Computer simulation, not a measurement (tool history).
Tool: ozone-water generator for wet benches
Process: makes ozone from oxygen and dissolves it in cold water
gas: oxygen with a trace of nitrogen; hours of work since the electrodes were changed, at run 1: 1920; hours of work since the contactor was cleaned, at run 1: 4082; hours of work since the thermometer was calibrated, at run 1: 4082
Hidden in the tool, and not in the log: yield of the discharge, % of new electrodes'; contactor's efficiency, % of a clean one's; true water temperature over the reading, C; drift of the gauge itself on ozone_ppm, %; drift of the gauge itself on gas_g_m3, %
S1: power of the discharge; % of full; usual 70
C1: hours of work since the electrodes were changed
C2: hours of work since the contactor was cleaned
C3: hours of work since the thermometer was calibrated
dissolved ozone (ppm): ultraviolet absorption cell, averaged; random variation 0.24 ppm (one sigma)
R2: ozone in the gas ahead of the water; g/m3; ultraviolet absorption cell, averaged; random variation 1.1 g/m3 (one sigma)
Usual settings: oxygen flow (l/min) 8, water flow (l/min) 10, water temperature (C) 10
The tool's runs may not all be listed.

Run 1, hour 0: usual settings; C1 1920; C2 4082; C3 4082. Result: dissolved ozone (ppm) 37, R2 202.4 g/m3.
Run 2, hour 28.8: usual settings but water temperature (C) 16; C1 1949; C2 4111; C3 4111. Result: dissolved ozone (ppm) 32.3, R2 204 g/m3.
Run 3, hour 83.9: usual settings but water temperature (C) 16; C1 2004; C2 4166; C3 4166. Result: dissolved ozone (ppm) 32.5, R2 204.7 g/m3.
Run 4, hour 126.8: usual settings; C1 2046; C2 4209; C3 4209. Result: dissolved ozone (ppm) 37.1, R2 201.2 g/m3.
Run 5, hour 160.2: usual settings; C1 2080; C2 4242; C3 4242. Result: dissolved ozone (ppm) 37.2, R2 200.4 g/m3.
Run 6, hour 183.8: usual settings; C1 2103; C2 4266; C3 4266. Result: dissolved ozone (ppm) 36.5, R2 202.2 g/m3.
Run 7, hour 224.2: usual settings but water temperature (C) 8; C1 2144; C2 4306; C3 4306. Result: dissolved ozone (ppm) 39, R2 200.4 g/m3.
Run 8, hour 251.7: usual settings but water temperature (C) 8; C1 2171; C2 4334; C3 4334. Result: dissolved ozone (ppm) 38.1, R2 202.6 g/m3.
Run 9, hour 301: usual settings but water temperature (C) 8; C1 2221; C2 4383; C3 4383. Result: dissolved ozone (ppm) 38.8, R2 201.8 g/m3.
Run 10, hour 351.5: usual settings but water temperature (C) 8; C1 2271; C2 4433; C3 4433. Result: dissolved ozone (ppm) 38.3, R2 201.8 g/m3.
Run 11, hour 391.8: usual settings but water temperature (C) 8; C1 2311; C2 4474; C3 4474. Result: dissolved ozone (ppm) 38.2, R2 201.2 g/m3.
Run 12, hour 447.8: usual settings; C1 2367; C2 4529; C3 4529. Result: dissolved ozone (ppm) 36.8, R2 202.6 g/m3.
Run 13, hour 477: usual settings but water temperature (C) 16; C1 2396; C2 4559; C3 4559. Result: dissolved ozone (ppm) 32.3, R2 201.6 g/m3.
Run 14, hour 502.4: usual settings but water temperature (C) 16; C1 2422; C2 4584; C3 4584. Result: dissolved ozone (ppm) 31.8, R2 200.7 g/m3.
Run 15, hour 529.2: usual settings but water temperature (C) 16; C1 2448; C2 4611; C3 4611. Result: dissolved ozone (ppm) 32.4, R2 200.8 g/m3.
Run 16, hour 553.6: usual settings but water temperature (C) 16; C1 2473; C2 4635; C3 4635. Result: dissolved ozone (ppm) 32.9, R2 200.2 g/m3.
Run 17, hour 593.3: usual settings but water temperature (C) 16; C1 2513; C2 4675; C3 4675. Result: dissolved ozone (ppm) 32.1, R2 200.2 g/m3.
Run 18, hour 618.7: usual settings but water flow (l/min) 11, water temperature (C) 16; C1 2538; C2 4700; C3 4700. Result: dissolved ozone (ppm) 30.7, R2 201 g/m3.
Run 19, hour 665.4: usual settings but S1 96 % of full, oxygen flow (l/min) 4.88, water flow (l/min) 11, water temperature (C) 16; C1 2585; C2 4747; C3 4747. Result: dissolved ozone (ppm) 47.8, R2 374.6 g/m3.
Run 20, hour 706.2: usual settings but oxygen flow (l/min) 5.4, water flow (l/min) 11; C1 2625; C2 4788; C3 4788. Result: dissolved ozone (ppm) 39.2, R2 263.8 g/m3.
Run 21, hour 751.1: usual settings but oxygen flow (l/min) 5.4, water flow (l/min) 11; C1 2670; C2 4832; C3 4832. Result: dissolved ozone (ppm) 38.6, R2 260.5 g/m3.
Run 22, hour 782.5: usual settings but S1 77 % of full, oxygen flow (l/min) 13.73, water flow (l/min) 14, water temperature (C) 14; C1 2702; C2 4864; C3 4864. Result: dissolved ozone (ppm) 24.7, R2 147.5 g/m3.
Run 23, hour 826.9: usual settings but S1 77 % of full, oxygen flow (l/min) 13.73, water flow (l/min) 14, water temperature (C) 14; C1 2746; C2 4908; C3 4908. Result: dissolved ozone (ppm) 24.3, R2 149.3 g/m3.
Run 24, hour 854.9: usual settings but oxygen flow (l/min) 9.52; C1 2774; C2 4936; C3 4936. Result: dissolved ozone (ppm) 34.9, R2 176.6 g/m3.
Run 25, hour 879.8: usual settings but water flow (l/min) 8; C1 2799; C2 4961; C3 4961. Result: dissolved ozone (ppm) 41.9, R2 199.4 g/m3.
Run 26, hour 922.6: usual settings but S1 42 % of full, oxygen flow (l/min) 12.63, water flow (l/min) 15, water temperature (C) 13; C1 2842; C2 5004; C3 5004. Result: dissolved ozone (ppm) 14.4, R2 91.1 g/m3.
Run 27, hour 964.1: usual settings but S1 71 % of full, oxygen flow (l/min) 4.65, water flow (l/min) 8, water temperature (C) 13; C1 2883; C2 5045; C3 5045. Result: dissolved ozone (ppm) 48.2, R2 292.4 g/m3.
Run 28, hour 992.5: usual settings but S1 71 % of full, oxygen flow (l/min) 4.65, water flow (l/min) 6, water temperature (C) 15; C1 2911; C2 5074; C3 5074. Result: dissolved ozone (ppm) 55.2, R2 292 g/m3.
Run 29, hour 1045.7: usual settings but S1 71 % of full, oxygen flow (l/min) 4.65, water flow (l/min) 6, water temperature (C) 15; C1 2964; C2 5127; C3 5127. Result: dissolved ozone (ppm) 54.8, R2 292.3 g/m3.
Run 30, hour 1068.6: usual settings but S1 71 % of full, oxygen flow (l/min) 4.65, water flow (l/min) 6, water temperature (C) 15; C1 2987; C2 5150; C3 5150. Result: dissolved ozone (ppm) 54.9, R2 295.7 g/m3.
Run 31, hour 1102.8: usual settings but S1 49 % of full, oxygen flow (l/min) 10.9, water flow (l/min) 7, water temperature (C) 9; C1 3022; C2 5184; C3 5184. Result: dissolved ozone (ppm) 29.2, R2 115.1 g/m3.
Run 32, hour 1153.1: usual settings but water temperature (C) 5; C1 3072; C2 5234; C3 5234. Result: dissolved ozone (ppm) 41, R2 196.6 g/m3.

Forecast each of these 3 alternatives for the next run:
At hour 1156.7: gauge calibrated.
Run A, hour 1182.8: usual settings but oxygen flow (l/min) 6.83, water flow (l/min) 6, water temperature (C) 18; C1 3101; C2 5264; C3 5264. Result: dissolved ozone (ppm) ?, R2 ?.
At hour 1156.7: gauge calibrated.
Run B, hour 1182.8: usual settings but oxygen flow (l/min) 13.22, water temperature (C) 17; C1 3101; C2 5264; C3 5264. Result: dissolved ozone (ppm) ?, R2 ?.
At hour 1156.7: gauge calibrated.
Run C, hour 1182.8: usual settings but water temperature (C) 14; C1 3101; C2 5264; C3 5264. Result: dissolved ozone (ppm) ?, R2 ?.

run  dissolved ozone (ppm)     R2
  A                     43  227.8
  B                   25.5  141.7
  C                   33.9  204.6
Without the tool's hidden state the same runs would have given:
run  dissolved ozone (ppm)     R2
  A                   43.1  228.1
  B                   25.5  141.9
  C                     34  204.9

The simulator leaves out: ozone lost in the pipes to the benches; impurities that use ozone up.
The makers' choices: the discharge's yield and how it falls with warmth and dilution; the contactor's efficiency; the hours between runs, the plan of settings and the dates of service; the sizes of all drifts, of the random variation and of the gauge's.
